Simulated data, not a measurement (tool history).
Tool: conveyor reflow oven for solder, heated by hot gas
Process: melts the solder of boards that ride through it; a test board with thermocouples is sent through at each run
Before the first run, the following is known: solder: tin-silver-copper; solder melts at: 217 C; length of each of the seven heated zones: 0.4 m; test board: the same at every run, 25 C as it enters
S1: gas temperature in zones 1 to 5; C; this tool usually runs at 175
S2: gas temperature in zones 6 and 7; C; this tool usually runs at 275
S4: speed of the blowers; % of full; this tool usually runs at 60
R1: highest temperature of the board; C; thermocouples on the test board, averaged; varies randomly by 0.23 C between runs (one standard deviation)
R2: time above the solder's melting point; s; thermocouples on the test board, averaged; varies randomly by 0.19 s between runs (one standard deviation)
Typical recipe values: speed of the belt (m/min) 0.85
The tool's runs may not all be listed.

Run 1, hour 0: usual settings. Result: R1 250.5 C, R2 39.8 s.
Run 2, hour 16: usual settings but S4 71 % of full. Result: R1 254.2 C, R2 41.9 s.
Run 3, hour 32.5: usual settings but S4 63 % of full. Result: R1 251.6 C, R2 40.1 s.
Run 4, hour 45: usual settings but S4 73 % of full. Result: R1 253.7 C, R2 42.1 s.
Run 5, hour 53.3: usual settings but S4 74 % of full. Result: R1 254.2 C, R2 42.3 s.
Run 6, hour 65.8: usual settings but S4 74 % of full. Result: R1 253.9 C, R2 42.4 s.
Run 7, hour 83.4: usual settings but S4 74 % of full. Result: R1 253.8 C, R2 42.1 s.
Run 8, hour 98: usual settings. Result: R1 250.6 C, R2 39.5 s.
Run 9, hour 114.3: usual settings. Result: R1 250.2 C, R2 39.5 s.
Run 10, hour 126.5: usual settings. Result: R1 250.1 C, R2 39.5 s.
Run 11, hour 135.1: usual settings. Result: R1 250.1 C, R2 39.3 s.
Run 12, hour 150.5: usual settings. Result: R1 249.9 C, R2 39.6 s.
Run 13, hour 161.3: usual settings. Result: R1 249.9 C, R2 39.2 s.
Run 14, hour 170.2: usual settings but S1 179 C, S2 284 C, speed of the belt (m/min) 0.698, S4 87 % of full. Result: R1 271.5 C, R2 62.8 s.
Run 15, hour 183.2: usual settings but S1 190 C, S2 284 C, speed of the belt (m/min) 0.731, S4 87 % of full. Result: R1 271.6 C, R2 63.5 s.
Run 16, hour 198.7: usual settings but S1 170 C, S2 267 C, S4 74 % of full. Result: R1 246.1 C, R2 36.1 s.
Run 17, hour 214.9: usual settings but S1 170 C, S2 267 C. Result: R1 242.1 C, R2 32.6 s.
Run 18, hour 229.2: usual settings but S1 163 C, S2 267 C, speed of the belt (m/min) 0.796. Result: R1 243.1 C, R2 34.7 s.

What does the tool deliver on the next run?
Run 19, hour 244.6: usual settings but S1 172 C, S2 280 C, speed of the belt (m/min) 0.705, S4 75 % of full. Result: R1 ?, R2 ?.

Run 19 produced R1 264.2 C, R2 56.3 s.
With the hidden condition absent and the run-to-run variation left alone, this run would have shown R1 263.2 C, R2 55.8 s.
